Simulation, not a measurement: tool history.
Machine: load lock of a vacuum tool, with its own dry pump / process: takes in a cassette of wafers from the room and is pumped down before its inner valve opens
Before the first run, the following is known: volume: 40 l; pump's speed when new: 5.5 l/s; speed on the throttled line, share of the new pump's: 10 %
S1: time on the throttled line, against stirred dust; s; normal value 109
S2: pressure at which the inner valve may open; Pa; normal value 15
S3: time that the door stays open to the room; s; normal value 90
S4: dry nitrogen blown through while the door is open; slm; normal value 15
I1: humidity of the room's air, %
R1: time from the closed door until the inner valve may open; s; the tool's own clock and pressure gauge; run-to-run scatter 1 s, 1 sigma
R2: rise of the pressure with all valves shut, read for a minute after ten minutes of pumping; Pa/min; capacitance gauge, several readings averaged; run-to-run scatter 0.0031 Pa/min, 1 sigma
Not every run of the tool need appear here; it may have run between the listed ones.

run,hour,S1,S2,S3,S4,I1,R1,R2
1,0.0,109,15,90,15,44.5,161.5,0.070
2,239.1,109,15,90,15,44.0,161.5,0.066
3,503.7,109,15,90,11,44.2,161.8,0.071
4,661.4,109,15,90,11,42.4,160.9,0.073
5,811.7,109,15,90,15,42.7,160.7,0.060
6,1089.0,109,13,90,15,45.8,162.7,0.066
7,1317.9,109,13,90,15,44.9,162.5,0.064
8,1513.0,109,15,90,15,45.3,160.3,0.069
9,1804.0,109,15,90,15,43.9,161.4,0.065
10,1976.1,109,15,90,15,40.5,160.1,0.059
11,2211.2,109,15,90,31,43.7,160.8,0.048
12,2519.1,109,15,90,31,47.2,163.4,0.055
13,2826.3,109,15,90,31,47.2,161.2,0.056
14,3068.0,109,15,90,31,45.8,159.8,0.047
15,3279.7,99,29,106,5,47.5,146.8,0.100
16,3427.9,99,29,106,5,46.2,146.6,0.096
17,3600.6,95,13,95,16,44.7,150.4,0.065
18,3942.3,95,13,95,16,44.4,150.6,0.064
19,4103.3,95,12,95,16,45.2,152.0,0.072
20,4422.7,109,15,90,21,46.7,162.2,0.062
21,4686.5,119,16,144,12,46.6,169.8,0.097
22,4964.8,109,15,90,32,46.8,160.5,0.058
23,5166.6,109,15,147,15,41.6,162.4,0.085
24,5452.7,206,15,104,15,44.6,246.3,0.073
25,5628.2,206,15,104,15,46.4,246.9,0.074
26,5793.9,109,24,67,15,48.6,158.0,0.064
27,6146.9,109,24,67,15,46.5,157.3,0.062
28,6310.8,143,19,26,26,49.4,190.7,0.032

What if the next run were any one of these 3? Each begins from the tool's condition after run 28:
A,6484.1,109,15,103,19,44.3,?,?
B,6484.1,157,15,90,15,47.0,?,?
C,6484.1,57,19,26,26,45.0,?,?

run,R1,R2
A,160.7,0.063
B,204.8,0.078
C,112.1,0.033
Stripped of hidden state, with their random variation kept, the same runs would have yielded:
run,R1,R2
A,160.7,0.062
B,204.8,0.077
C,112.1,0.032
